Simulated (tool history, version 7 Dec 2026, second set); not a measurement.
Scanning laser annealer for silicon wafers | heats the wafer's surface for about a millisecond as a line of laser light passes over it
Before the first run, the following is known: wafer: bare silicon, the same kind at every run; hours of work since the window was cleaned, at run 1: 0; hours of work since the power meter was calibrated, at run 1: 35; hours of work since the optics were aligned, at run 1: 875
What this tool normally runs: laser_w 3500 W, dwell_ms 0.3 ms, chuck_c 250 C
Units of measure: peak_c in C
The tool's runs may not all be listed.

| run | hour | laser_w | dwell_ms | chuck_c | hours of work since the window was cleaned | hours of work since the power meter was calibrated | hours of work since the optics were aligned | peak_c |
|---|---|---|---|---|---|---|---|---|
| 1 | 0 | 3500 | 0.3 | 250 | 0 | 35 | 875 | 994 |
| 2 | 19.4 | 3462 | 0.3 | 250 | 8 | 44 | 883 | 980 |
| 3 | 40.6 | 3462 | 0.3 | 250 | 17 | 53 | 892 | 985 |
| 4 | 59.5 | 3717 | 0.3 | 250 | 25 | 61 | 901 | 1036 |
| 5 | 81.1 | 3717 | 0.3 | 250 | 35 | 70 | 910 | 1037 |
| 6 | 96.9 | 3500 | 0.3 | 250 | 41 | 77 | 916 | 990 |
| 7 | 121.2 | 3500 | 0.3 | 250 | 52 | 87 | 927 | 989 |
| 8 | 144.5 | 3500 | 0.3 | 250 | 62 | 97 | 937 | 989 |
| 9 | 166.9 | 3157 | 0.3 | 250 | 71 | 106 | 946 | 918 |
|  | 184.7 | optics aligned, line set to its width |
| 10 | 190.7 | 3500 | 0.282 | 250 | 79 | 115 | 3 | 976 |
| 11 | 207.1 | 3500 | 0.254 | 257 | 86 | 121 | 10 | 942 |
| 12 | 220.9 | 3035 | 0.3 | 250 | 92 | 127 | 15 | 899 |
| 13 | 233.8 | 3459 | 0.3 | 282 | 97 | 133 | 21 | 1024 |
|  | 237.2 | window over the wafer cleaned |
| 14 | 254.3 | 3459 | 0.3 | 282 | 7 | 141 | 29 | 1022 |
| 15 | 280.9 | 3459 | 0.362 | 215 | 19 | 152 | 40 | 1027 |
| 16 | 305.2 | 3527 | 0.3 | 234 | 29 | 162 | 51 | 987 |

Run 17 comes next. What will it give?
|  | 308.5 | window over the wafer cleaned, once more |
| 17 | 320.2 | 3527 | 0.3 | 214 | 5 | 168 | 56 | ? |

For run 17 the tool returned peak_c 969 C.
With the hidden condition absent and the run-to-run variation left alone, this run would have shown peak_c 970 C.
